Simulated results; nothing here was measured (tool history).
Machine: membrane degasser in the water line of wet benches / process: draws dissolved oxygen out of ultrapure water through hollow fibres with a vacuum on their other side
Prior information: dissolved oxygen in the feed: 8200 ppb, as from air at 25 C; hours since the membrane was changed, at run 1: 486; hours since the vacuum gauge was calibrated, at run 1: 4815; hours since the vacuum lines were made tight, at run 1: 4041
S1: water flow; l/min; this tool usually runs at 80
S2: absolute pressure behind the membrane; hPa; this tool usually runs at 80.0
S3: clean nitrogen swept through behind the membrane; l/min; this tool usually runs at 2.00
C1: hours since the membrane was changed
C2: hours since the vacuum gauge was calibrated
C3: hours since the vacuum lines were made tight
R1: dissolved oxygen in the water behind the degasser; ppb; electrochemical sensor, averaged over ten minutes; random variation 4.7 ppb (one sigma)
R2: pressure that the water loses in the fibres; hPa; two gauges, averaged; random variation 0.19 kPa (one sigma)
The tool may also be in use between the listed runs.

run    hour   S1     S2    S3    C1    C2    C3      R1     R2
  1     0.0   80   80.0  2.00   486  4815  4041   494.7  366.3
  2    40.9   80   80.0  2.00   527  4856  4082   498.6  364.6
  3    76.1  124   80.0  2.00   562  4891  4117   879.0  563.0
  4   115.0  124   80.0  2.00   601  4930  4156   870.0  562.5
  5   153.1  124   80.0  2.00   639  4968  4194   884.7  565.8
  6   220.4  124   80.0  2.00   706  5036  4261   886.5  562.8
  7   278.4   70   80.0  2.00   764  5094  4319   418.0  316.8
  8   356.1   70   80.0  2.00   842  5171  4397   416.9  317.2
  9   388.0   80   80.0  1.23   874  5203  4429   654.3  365.0
 10   436.8   57   80.0  2.00   923  5252  4478   333.7  260.7
 11   495.4   57   80.0  2.00   981  5311  4536   328.9  258.1
 12   542.4   57   80.0  2.00  1028  5358  4583   334.5  260.2
 13   578.3   80   80.0  2.00  1064  5394  4619   502.6  363.0
 14   640.4   80   80.0  2.53  1126  5456  4681   436.6  364.4
 15   715.5   80   80.0  2.53  1202  5531  4756   432.9  363.1
 16   756.9   78  109.3  3.19  1243  5572  4798   503.8  360.1
 17   818.9   78  109.3  3.19  1305  5634  4860   510.3  353.3
 18   883.8   78  166.6  3.19  1370  5699  4925   768.6  357.3
 19   946.4   61   75.5  5.07  1432  5762  4987   174.4  278.0
 20   991.3   61   67.3  5.07  1477  5807  5032   153.7  278.7
 21  1042.9  101  111.3  3.17  1529  5858  5084   721.9  461.7
 22  1108.0  101  111.3  3.17  1594  5923  5149   726.1  461.8
 23  1181.3   86  181.5  1.59  1667  5997  5222  1457.2  393.0
 24  1245.9   80  182.3  5.92  1732  6061  5287   564.9  370.3
 25  1306.5   80  182.3  5.92  1793  6122  5347   565.6  367.9
     1347.1  -- vacuum gauge calibrated
 26  1368.0   73  182.3  2.38  1854    21  5408   976.0  331.7
 27  1436.4   68  174.8  4.35  1922    89  5477   540.9  312.1

Here are 4 independent what-if runs from the current tool condition. What would each one return?
  A  1486.9  68  174.8  4.78  1972  140  5527   ?   ?
  B  1486.9  68  174.8  0.81  1972  140  5527   ?   ?
  C  1486.9  92   75.6  2.58  1972  140  5527   ?   ?
  D  1486.9  80  179.5  2.00  1972  140  5527   ?   ?

run      R1     R2
  A   515.8  308.8
  B  1696.8  310.8
  C   484.5  423.8
  D  1151.4  367.1
With the hidden condition removed and each run's random variation left untouched, the same runs would have given:
run      R1     R2
  A   504.9  303.7
  B  1694.6  305.7
  C   468.1  416.9
  D  1138.3  361.1
